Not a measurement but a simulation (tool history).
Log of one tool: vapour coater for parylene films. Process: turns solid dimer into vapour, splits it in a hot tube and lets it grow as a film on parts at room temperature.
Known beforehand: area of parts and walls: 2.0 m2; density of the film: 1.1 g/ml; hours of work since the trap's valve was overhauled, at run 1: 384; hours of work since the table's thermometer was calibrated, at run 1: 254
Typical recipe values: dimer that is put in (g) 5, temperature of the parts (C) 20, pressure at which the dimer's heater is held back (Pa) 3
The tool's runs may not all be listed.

| run | hour | dimer that is put in (g) | temperature of the parts (C) | pressure at which the dimer's heater is held back (Pa) | hours of work since the trap's valve was overhauled | hours of work since the table's thermometer was calibrated | thickness of the film (nm) |
|---|---|---|---|---|---|---|---|
| 1 | 0 | 5 | 20 | 3 | 384 | 254 | 1450 |
| 2 | 21.1 | 5 | 20 | 5.75 | 400 | 269 | 1250 |
| 3 | 62.5 | 5 | 17 | 5.75 | 430 | 300 | 1440 |
| 4 | 106.9 | 5 | 20 | 3 | 463 | 332 | 1420 |
| 5 | 149.1 | 5 | 20 | 3 | 493 | 363 | 1440 |
| 6 | 181.7 | 5 | 20 | 3 | 517 | 387 | 1410 |
| 7 | 203 | 5 | 20 | 3 | 533 | 402 | 1400 |
| 8 | 238.8 | 5 | 20 | 3 | 559 | 429 | 1420 |
| 9 | 273.5 | 5 | 20 | 3 | 584 | 454 | 1400 |
| 10 | 307.3 | 5 | 20 | 3 | 609 | 479 | 1370 |
| 11 | 337.1 | 5 | 20 | 3 | 631 | 500 | 1380 |
|  | 360 | trap's valve overhauled |
| 12 | 383.5 | 5 | 20 | 3 | 17 | 531 | 1330 |
| 13 | 405.6 | 5 | 20 | 3 | 33 | 548 | 1340 |
| 14 | 451.8 | 5 | 20 | 3 | 67 | 581 | 1290 |
| 15 | 484.5 | 4 | 20 | 3 | 91 | 605 | 1050 |
| 16 | 519 | 4 | 20 | 3 | 116 | 631 | 1070 |
| 17 | 553.6 | 4 | 20 | 3 | 142 | 656 | 1010 |
|  | 575.9 | trap's valve overhauled, once more |
| 18 | 604.3 | 4 | 12 | 9.5 | 21 | 690 | 1380 |
| 19 | 632.5 | 8 | 20 | 11.08 | 41 | 711 | 1800 |
| 20 | 676.3 | 4 | 13 | 6.14 | 73 | 743 | 1400 |
| 21 | 722 | 2 | 15 | 2.91 | 107 | 776 | 730 |
| 22 | 748.1 | 4 | 20 | 4.02 | 126 | 795 | 1090 |
| 23 | 768.4 | 6 | 14 | 3 | 141 | 810 | 2340 |
| 24 | 788.5 | 6 | 14 | 3 | 155 | 825 | 2340 |
| 25 | 826.1 | 6 | 14 | 3 | 183 | 852 | 2290 |
| 26 | 870.9 | 6 | 32 | 3 | 216 | 885 | 1030 |
| 27 | 914.6 | 3 | 16 | 2.58 | 248 | 917 | 1070 |
| 28 | 945.6 | 5 | 20 | 2.76 | 270 | 939 | 1460 |
| 29 | 986.6 | 5 | 30 | 2.38 | 300 | 969 | 990 |
| 30 | 1026.8 | 5 | 20 | 7.61 | 330 | 999 | 1160 |

The same runs without the tool's hidden state, with the same run-to-run variation:
The hidden state here: vapour lost through the trap's worn valve, %; true temperature of the parts over the reading, C; drift of the gauge itself on film_um, %.
| run | thickness of the film (nm) |
|---|---|
| 1 | 1560 |
| 2 | 1350 |
| 3 | 1560 |
| 4 | 1550 |
| 5 | 1590 |
| 6 | 1560 |
| 7 | 1550 |
| 8 | 1580 |
| 9 | 1570 |
| 10 | 1540 |
| 11 | 1560 |
| 12 | 1570 |
| 13 | 1580 |
| 14 | 1540 |
| 15 | 1250 |
| 16 | 1280 |
| 17 | 1220 |
| 18 | 1420 |
| 19 | 1860 |
| 20 | 1450 |
| 21 | 760 |
| 22 | 1150 |
| 23 | 2460 |
| 24 | 2470 |
| 25 | 2430 |
| 26 | 1100 |
| 27 | 1150 |
| 28 | 1580 |
| 29 | 1070 |
| 30 | 1270 |
